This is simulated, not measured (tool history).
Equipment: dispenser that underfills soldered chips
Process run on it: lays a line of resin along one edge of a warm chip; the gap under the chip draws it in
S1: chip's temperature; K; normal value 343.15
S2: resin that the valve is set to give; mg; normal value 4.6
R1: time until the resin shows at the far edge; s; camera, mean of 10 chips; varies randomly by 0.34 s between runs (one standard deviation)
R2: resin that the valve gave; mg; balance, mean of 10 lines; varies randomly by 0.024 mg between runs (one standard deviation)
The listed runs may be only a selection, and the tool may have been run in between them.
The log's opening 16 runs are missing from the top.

| run | day | S1 | S2 | R1 | R2 |
|---|---|---|---|---|---|
|  | 6.225 | new syringe of resin |
| 17 | 6.308 | 349.15 | 4.6 | 14.3 | 4.46 |
| 18 | 6.562 | 349.15 | 4.6 | 19.4 | 4.44 |
|  | 6.7 | new syringe of resin |
| 19 | 7.042 | 341.15 | 5.5 | 26.4 | 5.3 |
|  | 7.192 | new syringe of resin |
| 20 | 7.504 | 352.15 | 4.6 | 17.1 | 4.42 |
|  | 7.671 | new syringe of resin |
|  | 7.712 | dispensing valve cleaned and set on the balance |
| 21 | 7.983 | 357.15 | 5.14 | 13.2 | 5.09 |
|  | 8.221 | new syringe of resin |
| 22 | 8.346 | 335.15 | 5.23 | 25.4 | 5.19 |
|  | 8.704 | new syringe of resin |
| 23 | 8.767 | 335.15 | 5.23 | 24 | 5.23 |
| 24 | 9.05 | 335.15 | 5.23 | 34.2 | 5.18 |
|  | 9.2 | new syringe of resin |
| 25 | 9.412 | 335.15 | 5.23 | 28.5 | 5.17 |
|  | 9.675 | new syringe of resin |
| 26 | 9.675 | 340.15 | 4.19 | 18.7 | 4.13 |
| 27 | 10.046 | 341.15 | 4.36 | 27.4 | 4.31 |
|  | 10.154 | new syringe of resin |
| 28 | 10.533 | 346.15 | 5.05 | 23 | 4.95 |
|  | 10.629 | new syringe of resin |
| 29 | 10.888 | 344.15 | 4.58 | 21.1 | 4.5 |
|  | 11.104 | new syringe of resin |
| 30 | 11.392 | 331.15 | 4.6 | 37.5 | 4.5 |
|  | 11.579 | new syringe of resin |
| 31 | 11.633 | 331.15 | 4.6 | 27.3 | 4.49 |
| 32 | 11.904 | 343.15 | 4.65 | 23.7 | 4.54 |
|  | 12.079 | new syringe of resin |
| 33 | 12.242 | 343.15 | 4.65 | 20.3 | 4.57 |
|  | 12.575 | new syringe of resin |
| 34 | 12.754 | 343.15 | 4.65 | 20.5 | 4.57 |
|  | 13.058 | new syringe of resin |
| 35 | 13.229 | 332.15 | 5.17 | 31 | 5.04 |

Below are 3 alternative next runs, each starting from the tool's condition after run 35. Predict each:
| A | 13.454 | 332.15 | 5.56 | ? | ? |
| B | 13.454 | 336.15 | 5.17 | ? | ? |
| C | 13.454 | 332.15 | 4.11 | ? | ? |

| run | R1 | R2 |
|---|---|---|
| A | 39.1 | 5.37 |
| B | 33 | 5.01 |
| C | 42.2 | 4 |
What these runs would have given with no unlogged condition in the tool:
| run | R1 | R2 |
|---|---|---|
| A | 25.6 | 5.51 |
| B | 21.6 | 5.14 |
| C | 27.7 | 4.11 |

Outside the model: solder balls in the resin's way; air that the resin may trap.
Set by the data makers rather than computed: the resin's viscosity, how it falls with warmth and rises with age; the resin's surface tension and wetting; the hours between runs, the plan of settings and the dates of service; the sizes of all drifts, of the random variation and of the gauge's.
